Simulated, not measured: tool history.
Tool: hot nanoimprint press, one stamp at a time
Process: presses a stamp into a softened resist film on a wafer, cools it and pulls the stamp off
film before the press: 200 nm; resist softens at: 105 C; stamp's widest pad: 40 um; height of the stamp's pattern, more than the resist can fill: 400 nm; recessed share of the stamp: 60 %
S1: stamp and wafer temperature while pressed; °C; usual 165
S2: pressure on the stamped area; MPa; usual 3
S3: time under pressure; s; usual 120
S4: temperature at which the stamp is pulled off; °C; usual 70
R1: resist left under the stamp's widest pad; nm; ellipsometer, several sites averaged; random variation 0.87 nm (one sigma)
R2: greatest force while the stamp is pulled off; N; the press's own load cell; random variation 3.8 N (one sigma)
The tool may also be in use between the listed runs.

Run 1, hour 0: usual settings. Result: R1 128.4 nm, R2 236 N.
At hour 16: stamp cleaned and given a new release coat.
Run 2, hour 27.4: usual settings. Result: R1 126.6 nm, R2 193 N.
Run 3, hour 60.2: usual settings. Result: R1 126.4 nm, R2 191 N.
Run 4, hour 90.9: usual settings. Result: R1 128 nm, R2 190 N.
Run 5, hour 122.9: usual settings but S1 157 °C. Result: R1 172.1 nm, R2 192 N.
Run 6, hour 150.1: usual settings but S1 176 °C. Result: R1 74.1 nm, R2 204 N.
Run 7, hour 172.9: usual settings but S1 176 °C, S2 1.97 MPa. Result: R1 95.8 nm, R2 200 N.
At hour 199.8: plate thermocouple calibrated.
Run 8, hour 223: usual settings but S1 176 °C, S2 1.97 MPa. Result: R1 88.2 nm, R2 208 N.
Run 9, hour 271.4: usual settings. Result: R1 121.2 nm, R2 215 N.
Run 10, hour 321.2: usual settings but S2 2.17 MPa. Result: R1 139.9 nm, R2 223 N.
Run 11, hour 359.3: usual settings but S2 2.17 MPa. Result: R1 139.6 nm, R2 220 N.
Run 12, hour 380.8: usual settings. Result: R1 121.5 nm, R2 227 N.
Run 13, hour 417.1: usual settings. Result: R1 122.1 nm, R2 235 N.
At hour 449: stamp cleaned and given a new release coat.
Run 14, hour 455.7: usual settings. Result: R1 123 nm, R2 185 N.
Run 15, hour 496.4: usual settings. Result: R1 123.6 nm, R2 187 N.
Run 16, hour 541.9: usual settings but S2 1.81 MPa, S4 60 °C. Result: R1 150.1 nm, R2 226 N.
Run 17, hour 585.5: usual settings but S2 1.81 MPa, S4 60 °C. Result: R1 148.6 nm, R2 242 N.
Run 18, hour 635.8: usual settings but S2 1.81 MPa, S4 60 °C. Result: R1 150.8 nm, R2 258 N.
Run 19, hour 674.7: usual settings but S4 60 °C. Result: R1 125.4 nm, R2 250 N.
Run 20, hour 709.4: usual settings but S4 60 °C. Result: R1 124.3 nm, R2 262 N.
Run 21, hour 749.3: usual settings but S4 60 °C. Result: R1 125.1 nm, R2 270 N.
Run 22, hour 794.7: usual settings but S4 60 °C. Result: R1 126.1 nm, R2 278 N.
Run 23, hour 822.1: usual settings but S4 60 °C. Result: R1 125.3 nm, R2 276 N.
Run 24, hour 865.5: usual settings but S2 2.23 MPa, S3 101 s, S4 61 °C. Result: R1 147.8 nm, R2 284 N.
At hour 880.5: stamp cleaned and given a new release coat.
Run 25, hour 896: usual settings but S1 160 °C, S2 2.32 MPa, S3 66 s, S4 72 °C. Result: R1 176.8 nm, R2 183 N.
Run 26, hour 946.3: usual settings but S1 160 °C, S2 2.32 MPa, S3 66 s, S4 72 °C. Result: R1 178.7 nm, R2 187 N.
Run 27, hour 992.3: usual settings but S1 154 °C, S2 2.16 MPa, S4 76 °C. Result: R1 187.2 nm, R2 176 N.
Run 28, hour 1037.6: usual settings but S1 154 °C, S2 1.86 MPa, S4 56 °C. Result: R1 191.3 nm, R2 276 N.
Run 29, hour 1067.6: usual settings but S3 111 s, S4 62 °C. Result: R1 130.9 nm, R2 245 N.

Forecast each of these 3 alternatives for the next run:
Run A, hour 1116.6: usual settings but S3 81 s. Result: R1 ?, R2 ?.
Run B, hour 1116.6: usual settings but S1 171 °C. Result: R1 ?, R2 ?.
Run C, hour 1116.6: usual settings but S1 167 °C, S2 2.17 MPa. Result: R1 ?, R2 ?.

run     R1   R2
  A  140.4  216
  B   95.8  219
  C  134.8  220
Without the tool's hidden state the same runs would have given:
run     R1   R2
  A  129.9  183
  B   86.7  185
  C  125.6  187
